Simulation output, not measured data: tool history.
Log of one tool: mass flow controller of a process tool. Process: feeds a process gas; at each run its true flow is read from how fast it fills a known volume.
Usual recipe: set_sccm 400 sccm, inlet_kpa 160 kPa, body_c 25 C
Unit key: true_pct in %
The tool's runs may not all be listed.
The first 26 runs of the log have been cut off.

run	hour	set_sccm	inlet_kpa	body_c	hours of work since the controller was set to zero	hours of work since the controller was changed	true_pct
27	8216.5	115	265	37	1556	1556	100.58
28	8510.3	115	265	37	1740	1740	100.72
29	8882.5	62	189	40	1973	1973	100.2
# hour 9134.7: gauge calibrated
30	9265.4	400	205	30	2213	2213	99.51
31	9549.6	400	205	30	2391	2391	99.48
32	9927.8	400	270	30	2628	2628	99.86
33	10368.8	139	245	25	2904	2904	100.06
34	10670.9	139	245	25	3093	3093	100.17
35	10872	108	192	25	3219	3219	100.05
36	11147.2	108	192	25	3392	3392	100.08
37	11535.3	119	225	25	3635	3635	100.38

Estimate the outcome of run 38 from the log above:
38	11770.7	119	225	24	3782	3782	?

{"run 38": {"true_pct": 100.47}}
With the hidden condition absent and the run-to-run variation left alone, this run would have shown true_pct 99.84 %.
